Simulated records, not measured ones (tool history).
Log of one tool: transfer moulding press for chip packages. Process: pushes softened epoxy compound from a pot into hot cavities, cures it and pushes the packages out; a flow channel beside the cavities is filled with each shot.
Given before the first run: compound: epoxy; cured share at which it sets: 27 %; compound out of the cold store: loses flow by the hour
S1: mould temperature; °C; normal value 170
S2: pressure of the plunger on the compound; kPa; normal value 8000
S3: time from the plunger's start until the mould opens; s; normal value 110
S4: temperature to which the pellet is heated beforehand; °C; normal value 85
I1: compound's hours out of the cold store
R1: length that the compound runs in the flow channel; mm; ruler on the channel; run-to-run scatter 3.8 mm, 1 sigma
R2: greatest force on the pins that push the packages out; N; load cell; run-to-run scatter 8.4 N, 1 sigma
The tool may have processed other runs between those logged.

run 1 day=0 | S1=170 S2=8000 S3=110 S4=85 | I1=41.2 | R1=464 R2=381
run 2 day=0.5 | S1=172 S2=8000 S3=110 S4=85 | I1=27.3 | R1=489 R2=386
run 3 day=0.75 | S1=170 S2=8950 S3=110 S4=85 | I1=10.9 | R1=571 R2=478
run 4 day=1.238 | S1=170 S2=8950 S3=110 S4=85 | I1=29.4 | R1=516 R2=468
run 5 day=1.517 | S1=170 S2=8000 S3=110 S4=85 | I1=14.4 | R1=532 R2=483
-- day=2.221 plunger's sealing rings changed
run 6 day=2.221 | S1=170 S2=8000 S3=110 S4=85 | I1=16.9 | R1=551 R2=527
run 7 day=2.638 | S1=170 S2=8000 S3=110 S4=85 | I1=19.5 | R1=546 R2=533
-- day=2.754 mould's thermocouples calibrated
run 8 day=3.15 | S1=177 S2=8000 S3=110 S4=85 | I1=13.1 | R1=550 R2=446
run 9 day=3.575 | S1=173 S2=6070 S3=110 S4=85 | I1=40 | R1=422 R2=491
run 10 day=3.962 | S1=173 S2=6670 S3=97 S4=85 | I1=13.4 | R1=511 R2=576
-- day=4.383 mould's thermocouples calibrated, once more
run 11 day=4.462 | S1=173 S2=6670 S3=97 S4=85 | I1=28.9 | R1=461 R2=602
run 12 day=4.8 | S1=173 S2=6670 S3=97 S4=85 | I1=11.5 | R1=506 R2=658
run 13 day=5.2 | S1=178 S2=6400 S3=118 S4=77 | I1=22.5 | R1=467 R2=485
-- day=5.462 cavities cleaned with cleaning compound and waxed
run 14 day=5.646 | S1=178 S2=6400 S3=118 S4=77 | I1=16 | R1=481 R2=323
run 15 day=6.046 | S1=170 S2=8260 S3=110 S4=85 | I1=30.4 | R1=517 R2=444

What would each run have given without the hidden state, its run-to-run variation left as it was?
Unlogged tool condition in this case: true mould temperature over the reading, C; pressure that reaches the compound, % of what is set; grip of the stained cavities, % over clean ones'; drift of the gauge itself on flow_mm, %; drift of the gauge itself on push_out_n, %.
run=1 R1=489 R2=364
run=2 R1=516 R2=337
run=3 R1=603 R2=405
run=4 R1=545 R2=369
run=5 R1=562 R2=370
run=6 R1=554 R2=382
run=7 R1=549 R2=375
run=8 R1=553 R2=303
run=9 R1=425 R2=328
run=10 R1=514 R2=380
run=11 R1=463 R2=369
run=12 R1=509 R2=403
run=13 R1=470 R2=301
run=14 R1=484 R2=300
run=15 R1=521 R2=381
